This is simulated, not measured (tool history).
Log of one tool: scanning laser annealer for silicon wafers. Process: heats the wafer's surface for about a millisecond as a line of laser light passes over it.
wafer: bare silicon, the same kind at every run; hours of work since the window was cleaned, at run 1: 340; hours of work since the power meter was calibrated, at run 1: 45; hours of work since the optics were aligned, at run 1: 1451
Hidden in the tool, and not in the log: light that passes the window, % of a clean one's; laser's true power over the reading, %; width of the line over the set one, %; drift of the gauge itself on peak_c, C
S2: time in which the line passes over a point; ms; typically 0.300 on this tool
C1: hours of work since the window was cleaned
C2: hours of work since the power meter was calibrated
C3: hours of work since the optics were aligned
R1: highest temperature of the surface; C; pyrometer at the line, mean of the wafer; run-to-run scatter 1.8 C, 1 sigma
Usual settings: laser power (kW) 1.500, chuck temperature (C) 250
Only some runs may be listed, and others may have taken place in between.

run 1 hour=0.0 | laser_power_(kW)=1.500 S2=0.300 chuck_temperature_(C)=250 | C1=340 C2=45 C3=1451 | R1=965
run 2 hour=17.6 | laser_power_(kW)=1.500 S2=0.304 chuck_temperature_(C)=250 | C1=351 C2=56 C3=1462 | R1=970
run 3 hour=35.5 | laser_power_(kW)=1.500 S2=0.300 chuck_temperature_(C)=250 | C1=362 C2=67 C3=1473 | R1=961
run 4 hour=52.0 | laser_power_(kW)=1.500 S2=0.300 chuck_temperature_(C)=220 | C1=372 C2=77 C3=1483 | R1=932
run 5 hour=73.1 | laser_power_(kW)=1.500 S2=0.300 chuck_temperature_(C)=250 | C1=385 C2=90 C3=1496 | R1=961
run 6 hour=98.8 | laser_power_(kW)=1.500 S2=0.300 chuck_temperature_(C)=250 | C1=401 C2=106 C3=1512 | R1=964
-- hour=114.5 optics aligned, line set to its width
run 7 hour=128.1 | laser_power_(kW)=1.500 S2=0.300 chuck_temperature_(C)=250 | C1=415 C2=121 C3=8 | R1=972
run 8 hour=153.7 | laser_power_(kW)=1.365 S2=0.300 chuck_temperature_(C)=250 | C1=431 C2=136 C3=24 | R1=906
run 9 hour=170.1 | laser_power_(kW)=1.500 S2=0.300 chuck_temperature_(C)=250 | C1=441 C2=146 C3=34 | R1=974
run 10 hour=196.4 | laser_power_(kW)=1.500 S2=0.300 chuck_temperature_(C)=250 | C1=457 C2=163 C3=50 | R1=975
run 11 hour=217.5 | laser_power_(kW)=1.500 S2=0.300 chuck_temperature_(C)=250 | C1=470 C2=175 C3=63 | R1=976
run 12 hour=232.1 | laser_power_(kW)=1.500 S2=0.300 chuck_temperature_(C)=250 | C1=479 C2=184 C3=72 | R1=973
run 13 hour=247.1 | laser_power_(kW)=1.500 S2=0.300 chuck_temperature_(C)=250 | C1=489 C2=194 C3=81 | R1=968
run 14 hour=259.0 | laser_power_(kW)=1.500 S2=0.300 chuck_temperature_(C)=250 | C1=496 C2=201 C3=89 | R1=970
run 15 hour=273.0 | laser_power_(kW)=1.500 S2=0.248 chuck_temperature_(C)=288 | C1=504 C2=210 C3=97 | R1=945
run 16 hour=299.3 | laser_power_(kW)=1.644 S2=0.300 chuck_temperature_(C)=228 | C1=521 C2=226 C3=113 | R1=1027
run 17 hour=317.2 | laser_power_(kW)=1.446 S2=0.236 chuck_temperature_(C)=277 | C1=532 C2=237 C3=124 | R1=896
run 18 hour=338.6 | laser_power_(kW)=1.318 S2=0.266 chuck_temperature_(C)=229 | C1=545 C2=250 C3=138 | R1=821
run 19 hour=357.8 | laser_power_(kW)=1.318 S2=0.266 chuck_temperature_(C)=229 | C1=556 C2=262 C3=149 | R1=820
run 20 hour=380.0 | laser_power_(kW)=1.577 S2=0.260 chuck_temperature_(C)=236 | C1=570 C2=275 C3=163 | R1=947
run 21 hour=397.5 | laser_power_(kW)=1.506 S2=0.260 chuck_temperature_(C)=217 | C1=581 C2=286 C3=174 | R1=893
run 22 hour=418.7 | laser_power_(kW)=1.401 S2=0.300 chuck_temperature_(C)=238 | C1=594 C2=299 C3=187 | R1=905
run 23 hour=441.6 | laser_power_(kW)=1.304 S2=0.300 chuck_temperature_(C)=238 | C1=608 C2=313 C3=201 | R1=855
run 24 hour=458.6 | laser_power_(kW)=1.293 S2=0.300 chuck_temperature_(C)=218 | C1=618 C2=323 C3=211 | R1=827
run 25 hour=485.3 | laser_power_(kW)=1.293 S2=0.300 chuck_temperature_(C)=218 | C1=635 C2=340 C3=228 | R1=829
run 26 hour=508.4 | laser_power_(kW)=1.556 S2=0.314 chuck_temperature_(C)=244 | C1=649 C2=354 C3=242 | R1=1008
run 27 hour=527.1 | laser_power_(kW)=1.556 S2=0.240 chuck_temperature_(C)=244 | C1=660 C2=365 C3=253 | R1=914

Alternative continuations, all from the tool just after run 27; predict every row:
run A hour=543.3 | laser_power_(kW)=1.556 S2=0.244 chuck_temperature_(C)=270 | C1=670 C2=375 C3=263 | R1=?
run B hour=543.3 | laser_power_(kW)=1.625 S2=0.250 chuck_temperature_(C)=250 | C1=670 C2=375 C3=263 | R1=?
run C hour=543.3 | laser_power_(kW)=1.645 S2=0.247 chuck_temperature_(C)=249 | C1=670 C2=375 C3=263 | R1=?
run D hour=543.3 | laser_power_(kW)=1.467 S2=0.300 chuck_temperature_(C)=265 | C1=670 C2=375 C3=263 | R1=?
run E hour=543.3 | laser_power_(kW)=1.500 S2=0.244 chuck_temperature_(C)=219 | C1=670 C2=375 C3=263 | R1=?

run=A R1=945
run=B R1=968
run=C R1=970
run=D R1=964
run=E R1=867
Without the tool's hidden state the same runs would have given:
run=A R1=964
run=B R1=989
run=C R1=990
run=D R1=984
run=E R1=885
